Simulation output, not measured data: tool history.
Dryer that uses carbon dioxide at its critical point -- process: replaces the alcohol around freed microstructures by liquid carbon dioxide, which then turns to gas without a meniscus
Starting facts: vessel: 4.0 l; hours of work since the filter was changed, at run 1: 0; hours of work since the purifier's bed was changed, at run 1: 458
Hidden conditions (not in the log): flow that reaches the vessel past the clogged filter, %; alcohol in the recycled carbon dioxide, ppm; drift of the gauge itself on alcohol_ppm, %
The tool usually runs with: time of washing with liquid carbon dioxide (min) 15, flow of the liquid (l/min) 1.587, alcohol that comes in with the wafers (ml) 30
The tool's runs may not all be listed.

run	hour	time of washing with liquid carbon dioxide (min)	flow of the liquid (l/min)	alcohol that comes in with the wafers (ml)	hours of work since the filter was changed	hours of work since the purifier's bed was changed	alcohol left in the vessel before it's heated (ppm by volume)
1	0	15	1.587	30	0	458	195
2	49.6	15	1.587	30	22	480	198
3	84.6	17	1.587	30	38	496	152
4	128.9	17	1.587	30	57	516	153
5	166.8	17	1.587	30	74	533	175
6	198.8	12	1.59	90	88	547	1007
7	236.9	12	1.59	111	105	564	1236
8	271.5	22	2.64	30	121	579	104
9	326.4	13	1.587	30	145	604	367
10	358.7	13	1.587	30	160	618	377

Below are 5 alternative next runs, each starting from the tool's condition after run 10. Predict each:
A	405.3	13	1.587	31	180	639	?
B	405.3	18	1.73	30	180	639	?
C	405.3	15	1.587	43	180	639	?
D	405.3	18	0.99	65	180	639	?
E	405.3	21	2.69	30	180	639	?

run	alcohol left in the vessel before it's heated (ppm by volume)
A	413
B	172
C	361
D	1061
E	117
With the hidden condition removed and each run's random variation left untouched, the same runs would have given:
run	alcohol left in the vessel before it's heated (ppm by volume)
A	195
B	38
C	152
D	641
E	10
